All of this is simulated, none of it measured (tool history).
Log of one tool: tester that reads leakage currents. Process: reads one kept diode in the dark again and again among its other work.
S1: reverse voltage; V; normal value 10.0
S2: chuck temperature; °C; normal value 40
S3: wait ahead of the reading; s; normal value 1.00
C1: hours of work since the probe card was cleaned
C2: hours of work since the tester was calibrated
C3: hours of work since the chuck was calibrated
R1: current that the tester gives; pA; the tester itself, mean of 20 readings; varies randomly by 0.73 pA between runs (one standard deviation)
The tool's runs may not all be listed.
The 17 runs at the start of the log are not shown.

Run 18, hour 1653.1: usual settings; C1 1193; C2 2106; C3 157. Result: R1 258.16 pA.
At hour 1775.4: tester calibrated.
Run 19, hour 1789.3: usual settings but S1 5.2 V; C1 1261; C2 7; C3 225. Result: R1 193.73 pA.
Run 20, hour 1895.5: usual settings but S1 5.2 V; C1 1314; C2 61; C3 279. Result: R1 195.68 pA.
Run 21, hour 2025.5: usual settings but S1 5.2 V; C1 1380; C2 126; C3 344. Result: R1 196.68 pA.
Run 22, hour 2129.7: usual settings but S1 1.0 V; C1 1433; C2 179; C3 397. Result: R1 95.84 pA.
Run 23, hour 2267.3: usual settings but S1 12.2 V, S2 44 °C; C1 1502; C2 248; C3 466. Result: R1 399.30 pA.
At hour 2290.1: tester calibrated, once more.
Run 24, hour 2351.5: usual settings but S1 1.3 V; C1 1544; C2 31; C3 508. Result: R1 104.84 pA.
Run 25, hour 2450.8: usual settings but S1 1.5 V, S2 49 °C, S3 0.68 s; C1 1594; C2 81; C3 558. Result: R1 224.95 pA.
Run 26, hour 2581.5: usual settings but S1 15.5 V, S2 45 °C, S3 0.68 s; C1 1660; C2 147; C3 624. Result: R1 475.44 pA.
Run 27, hour 2685.2: usual settings but S1 3.2 V, S3 0.68 s; C1 1712; C2 199; C3 676. Result: R1 159.57 pA.
Run 28, hour 2759.5: usual settings but S1 3.2 V, S2 30 °C, S3 0.68 s; C1 1750; C2 237; C3 714. Result: R1 73.78 pA.
Run 29, hour 2886.9: usual settings but S1 14.6 V, S2 22 °C, S3 1.85 s; C1 1814; C2 301; C3 778. Result: R1 88.60 pA.
Run 30, hour 2994.6: usual settings but S1 2.1 V; C1 1868; C2 356; C3 832. Result: R1 134.49 pA.
Run 31, hour 3050.3: usual settings but S1 2.1 V; C1 1896; C2 384; C3 861. Result: R1 135.67 pA.
Run 32, hour 3142.3: usual settings but S1 11.8 V; C1 1943; C2 430; C3 907. Result: R1 298.98 pA.
Run 33, hour 3256.1: usual settings but S1 5.8 V, S2 42 °C, S3 3.86 s; C1 2000; C2 488; C3 964. Result: R1 250.36 pA.
Run 34, hour 3331.3: usual settings but S1 5.8 V, S2 42 °C, S3 3.86 s; C1 2038; C2 526; C3 1002. Result: R1 251.87 pA.
Run 35, hour 3406.5: usual settings but S3 0.51 s; C1 2076; C2 564; C3 1040. Result: R1 282.80 pA.
Run 36, hour 3523.4: usual settings but S1 14.5 V, S2 54 °C, S3 0.55 s; C1 2135; C2 623; C3 1099. Result: R1 927.86 pA.
Run 37, hour 3625.1: usual settings but S1 2.9 V, S2 41 °C, S3 0.54 s; C1 2187; C2 674; C3 1151. Result: R1 174.18 pA.
Run 38, hour 3737.0: usual settings but S1 2.9 V, S2 59 °C, S3 0.32 s; C1 2243; C2 730; C3 1207. Result: R1 650.85 pA.
Run 39, hour 3844.3: usual settings but S1 2.9 V, S2 59 °C, S3 0.32 s; C1 2297; C2 785; C3 1261. Result: R1 657.75 pA.
Run 40, hour 3913.2: usual settings but S1 5.8 V, S2 23 °C, S3 1.94 s; C1 2332; C2 819; C3 1296. Result: R1 62.73 pA.
Run 41, hour 3993.6: usual settings but S1 5.8 V, S2 23 °C, S3 1.94 s; C1 2373; C2 860; C3 1337. Result: R1 62.90 pA.

Branching from run 41: 3 alternative next runs. What would each branch give?
Run A, hour 4111.3: usual settings but S1 4.6 V; C1 2432; C2 919; C3 1396. Result: R1 ?.
Run B, hour 4111.3: usual settings but S1 2.0 V, S2 33 °C, S3 6.03 s; C1 2432; C2 919; C3 1396. Result: R1 ?.
Run C, hour 4111.3: usual settings but S1 1.1 V, S2 26 °C, S3 1.94 s; C1 2432; C2 919; C3 1396. Result: R1 ?.

run      R1
  A  202.96
  B   81.18
  C   35.02
Had the tool no hidden state, the same runs would have come out as:
run      R1
  A  171.49
  B   67.92
  C   28.73
